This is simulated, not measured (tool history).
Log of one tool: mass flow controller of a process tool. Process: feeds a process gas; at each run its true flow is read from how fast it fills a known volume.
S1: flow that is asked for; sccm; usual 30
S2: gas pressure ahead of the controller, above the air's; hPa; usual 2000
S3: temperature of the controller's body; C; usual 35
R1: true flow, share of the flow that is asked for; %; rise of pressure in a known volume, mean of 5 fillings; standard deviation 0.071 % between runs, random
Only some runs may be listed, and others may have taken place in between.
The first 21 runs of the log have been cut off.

run,hour,S1,S2,S3,R1
22,1839.9,15,2000,35,101.66
23,1886.4,41,2380,30,101.70
24,1938.4,57,2530,22,101.58
25,2051.5,57,2530,22,101.93
26,2115.8,30,1750,21,101.92
27,2204.3,30,1750,21,102.04
28,2279.2,13,2260,31,102.53
29,2339.0,25,1670,26,102.79
30,2447.5,11,1780,35,103.26
31,2521.9,11,1780,35,103.41
32,2580.6,11,1780,35,103.67
33,2655.3,12,1470,35,103.94
34,2754.6,30,2150,35,104.31
35,2848.9,30,2150,23,103.70

Estimate the outcome of run 36 from the log above:
36,2943.6,18,1570,35,?

Logged for run 36: R1 104.88 %.
Minus the tool's unlogged condition, the same run would have read R1 99.68 %.
